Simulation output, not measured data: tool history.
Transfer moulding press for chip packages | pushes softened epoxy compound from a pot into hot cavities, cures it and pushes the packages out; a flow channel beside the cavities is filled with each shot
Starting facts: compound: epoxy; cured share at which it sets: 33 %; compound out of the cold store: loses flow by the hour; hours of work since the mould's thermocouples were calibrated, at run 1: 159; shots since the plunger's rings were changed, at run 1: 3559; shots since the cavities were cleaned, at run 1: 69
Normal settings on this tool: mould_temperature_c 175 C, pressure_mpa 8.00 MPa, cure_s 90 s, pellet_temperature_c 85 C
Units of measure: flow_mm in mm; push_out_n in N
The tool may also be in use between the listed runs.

run,day,mould_temperature_c,pressure_mpa,cure_s,pellet_temperature_c,hours of work since the mould's thermocouples were calibrated,shots since the plunger's rings were changed,shots since the cavities were cleaned,incoming compound's hours out of the cold store,flow_mm,push_out_n
1,0.000,175,8.00,90,85,159,3559,69,25.9,682,366
# day 0.758: plunger's sealing rings changed
2,1.612,175,8.00,90,85,178,230,475,23.6,691,361
3,2.938,175,8.00,90,85,196,588,833,10.9,734,384
4,3.942,175,8.00,90,85,209,859,1104,22.7,692,387
# day 4.279: cavities cleaned with cleaning compound and waxed
5,5.529,175,8.00,90,90,229,1270,337,29.8,671,360
6,6.275,175,8.00,90,90,239,1471,538,35.5,656,349
7,7.508,175,8.00,90,90,255,1803,870,40.5,639,336
8,8.517,175,8.00,90,90,268,2076,1143,27.6,675,357
# day 8.700: cavities cleaned with cleaning compound and waxed
9,9.621,175,8.00,90,90,282,2356,248,37.0,643,342
10,10.888,175,8.00,95,88,298,2697,589,17.9,712,330
11,11.983,180,6.61,90,85,313,2993,885,9.3,665,298
# day 13.117: cavities cleaned with cleaning compound and waxed
12,13.746,175,8.00,90,88,335,3451,170,8.8,741,390
# day 14.942: plunger's sealing rings changed
13,14.962,175,8.00,90,88,349,5,470,47.2,619,346
14,16.150,168,6.79,122,93,365,326,791,35.1,606,300
# day 17.667: cavities cleaned with cleaning compound and waxed
15,17.908,175,8.00,70,85,387,782,64,23.2,692,648

Predict the results of run 16:
16,18.988,173,7.14,86,85,401,1074,356,26.9,?,?

{"run 16": {"flow_mm": 642, "push_out_n": 452}}
Were there no unlogged condition in the tool, this run, its random variation unchanged, would have produced flow_mm 642 mm, push_out_n 448 N.
